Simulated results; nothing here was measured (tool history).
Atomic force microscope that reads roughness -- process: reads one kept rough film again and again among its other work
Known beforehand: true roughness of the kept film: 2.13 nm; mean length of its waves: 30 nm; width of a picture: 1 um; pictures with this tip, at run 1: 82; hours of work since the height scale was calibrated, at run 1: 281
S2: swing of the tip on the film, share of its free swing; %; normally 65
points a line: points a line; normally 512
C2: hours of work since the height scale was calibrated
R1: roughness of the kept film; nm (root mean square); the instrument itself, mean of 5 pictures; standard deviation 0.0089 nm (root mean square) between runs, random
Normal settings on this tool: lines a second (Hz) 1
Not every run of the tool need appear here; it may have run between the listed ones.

Run 1, hour 0: usual settings; pictures with this tip 82; C2 281. Result: R1 1.988 nm (root mean square).
Run 2, hour 17: usual settings; pictures with this tip 108; C2 288. Result: R1 1.983 nm (root mean square).
Run 3, hour 43.9: usual settings but points a line 315; pictures with this tip 148; C2 301. Result: R1 1.956 nm (root mean square).
At hour 46.7: new tip fitted.
Run 4, hour 67: usual settings but points a line 315; pictures with this tip 30; C2 311. Result: R1 1.963 nm (root mean square).
Run 5, hour 89.2: usual settings but points a line 315; pictures with this tip 63; C2 321. Result: R1 1.957 nm (root mean square).
Run 6, hour 102.6: usual settings but points a line 315; pictures with this tip 83; C2 327. Result: R1 1.968 nm (root mean square).
Run 7, hour 135.3: usual settings but points a line 315; pictures with this tip 132; C2 342. Result: R1 1.961 nm (root mean square).
At hour 151.1: new tip fitted.
Run 8, hour 157.6: usual settings but points a line 315; pictures with this tip 10; C2 352. Result: R1 1.972 nm (root mean square).
Run 9, hour 184.7: usual settings but points a line 392; pictures with this tip 51; C2 365. Result: R1 1.989 nm (root mean square).
Run 10, hour 206.2: usual settings but points a line 392; pictures with this tip 83; C2 375. Result: R1 1.971 nm (root mean square).
Run 11, hour 231.9: usual settings but lines a second (Hz) 2.29, S2 56 %, points a line 671; pictures with this tip 122; C2 387. Result: R1 1.971 nm (root mean square).
Run 12, hour 249: usual settings but lines a second (Hz) 2.29, S2 56 %, points a line 671; pictures with this tip 147; C2 394. Result: R1 1.962 nm (root mean square).
At hour 254.9: new tip fitted.
Run 13, hour 279.8: usual settings but lines a second (Hz) 1.71, points a line 714; pictures with this tip 38; C2 408. Result: R1 1.956 nm (root mean square).
Run 14, hour 296.3: usual settings but lines a second (Hz) 1.25, S2 69 %, points a line 605; pictures with this tip 62; C2 416. Result: R1 1.947 nm (root mean square).
Run 15, hour 322.2: usual settings but S2 88 %; pictures with this tip 101; C2 428. Result: R1 1.888 nm (root mean square).
Run 16, hour 338.5: usual settings but S2 88 %; pictures with this tip 126; C2 435. Result: R1 1.901 nm (root mean square).
Run 17, hour 355: usual settings but S2 69 %; pictures with this tip 150; C2 443. Result: R1 1.978 nm (root mean square).

5 options for the next run, each taken on its own from the tool as it stands now. Forecast them:
At hour 357: new tip fitted.
Run A, hour 383.7: usual settings but lines a second (Hz) 2.45, S2 64 %, points a line 336; pictures with this tip 40; C2 456. Result: R1 ?.
At hour 357: new tip fitted.
Run B, hour 383.7: usual settings but lines a second (Hz) 3.41, S2 83 %, points a line 1014; pictures with this tip 40; C2 456. Result: R1 ?.
At hour 357: new tip fitted.
Run C, hour 383.7: usual settings but lines a second (Hz) 1.96, S2 75 %; pictures with this tip 40; C2 456. Result: R1 ?.
At hour 357: new tip fitted.
Run D, hour 383.7: usual settings but S2 71 %; pictures with this tip 40; C2 456. Result: R1 ?.
At hour 357: new tip fitted.
Run E, hour 383.7: usual settings but lines a second (Hz) 0.81, S2 75 %, points a line 851; pictures with this tip 40; C2 456. Result: R1 ?.

run     R1
  A  1.927
  B   1.71
  C  1.889
  D  1.974
  E  1.977
Stripped of hidden state, with their random variation kept, the same runs would have yielded:
run     R1
  A  1.929
  B  1.711
  C  1.891
  D  1.976
  E  1.978
